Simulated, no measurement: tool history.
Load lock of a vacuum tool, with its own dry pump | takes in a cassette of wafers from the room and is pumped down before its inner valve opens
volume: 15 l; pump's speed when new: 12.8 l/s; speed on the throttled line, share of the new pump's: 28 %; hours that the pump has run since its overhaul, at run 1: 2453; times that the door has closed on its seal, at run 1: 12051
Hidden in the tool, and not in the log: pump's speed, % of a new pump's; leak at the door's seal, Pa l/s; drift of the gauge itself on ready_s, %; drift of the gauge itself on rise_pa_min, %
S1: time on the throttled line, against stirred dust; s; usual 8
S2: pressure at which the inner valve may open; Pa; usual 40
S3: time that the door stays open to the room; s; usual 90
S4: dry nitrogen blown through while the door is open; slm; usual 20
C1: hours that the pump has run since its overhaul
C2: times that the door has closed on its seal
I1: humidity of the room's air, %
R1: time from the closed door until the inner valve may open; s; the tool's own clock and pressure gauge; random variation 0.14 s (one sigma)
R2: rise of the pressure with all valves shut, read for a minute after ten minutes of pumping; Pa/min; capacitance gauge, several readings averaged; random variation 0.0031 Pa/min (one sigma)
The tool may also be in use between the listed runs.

run     hour  S1  S2   S3  S4     C1     C2    I1    R1     R2
  1        0   8  40   90  20   2453  12051  45.3  15.4  0.063
  2    412.4   8  40   90  20   2865  13008  45.9  14.7  0.074
  3    648.1   8  40   90  20   3101  13556  42.9  14.9  0.066
  4    921.8   8  40   90  20   3375  14191  44.3  15.2  0.065
  5   1428.6   8  40   90  20   3881  15368  43.4  14.7  0.066
  6   1910.4   8  40   90  20   4363  16487  45.2  15.2  0.067
  7   2325.6   8  40   90  20   4778  17451    44  15.1  0.062
  8   2742.8   8  40   90  20   5196  18419  44.2  14.9  0.068
  9   2987.2   8  40   90  20   5440  18987  45.2  14.8  0.069
 10   3383.3   8  40   90  20   5836  19907  44.9  14.8  0.067
 11   3918.3   8  40   90  20   6371  21149    46  15.1  0.068
 12   4318.5   8  40   90  15   6771  22078  44.2    15  0.072
      4725.4  -- door's seal changed, seat wiped
 13   4753.7   8  40   90  10   7205     66  44.7  14.8  0.084
 14   5286.7   8  40   90  10   7738   1304  43.6  14.9  0.075
 15   5610.8   8  40   90  10   8062   2056  45.4  15.1  0.079
 16   6138.2   8  40   90  20   8590   3281  44.7  14.7  0.069
 17   6408.7   8  40   90  20   8860   3909  45.1  14.9  0.067
 18   6787.6   8  40   30  20   9239   4789  45.9    15  0.054
 19   7278.6   8  40   30  20   9730   5929    47  14.9  0.047
 20   7638.2   8  68   78  20  10089   6764  43.1  14.4  0.062
 21   7966.5   8  40  106   8  10418   7526  43.1  14.9  0.084
 22   8397.5  11  64   99   8  10849   8527  45.5  16.7  0.083
 23   8880.9  11  64   44   8  11332   9649  45.4  16.7  0.068
 24   9205.3   8  40   27  20  11657  10403  44.4  14.7  0.046
 25   9451.5   8  68   90  42  11903  10974  42.7  14.3  0.051
 26   9803.2   8  38   73  20  12255  11791  49.4  14.9   0.07
 27  10092.7  11  72  114  20  12544  12463    46  16.3  0.075
 28    10587   6  42  114  15  13038  13611  47.8  13.4  0.084
 29  10836.7   7  30   57  24  13288  14191  45.3  14.6  0.053
 30  11180.9   8  40  102  28  13632  14990  47.5    15  0.064
     11545.1  -- dry pump taken out, an overhauled one fitted
 31  11606.6  10  40   90   4     62  15965  42.2  16.6  0.088
 32  11834.4  10  57   49  12    289  16494  45.3    16  0.062
 33    12338  13  57   49  12    793  17663  47.5  18.2  0.065
 34  12620.2  13  51  147  12   1075  18318  46.4    18  0.095
 35    12923  13  51  147  12   1378  19021  47.9    18  0.095
 36  13245.1   8  40  233  20   1700  19769  45.9    15  0.093

How the hidden state differs across the entries between the runs, from the last listed run before each to the first after it:
Between runs 12 and 13: door's seal changed, seat wiped (hour 4725.4)
  leak at the door's seal, Pa l/s: 0.0022 -> 0.002
Between runs 30 and 31: dry pump taken out, an overhauled one fitted (hour 11545.1)
  no hidden state differs between the two runs
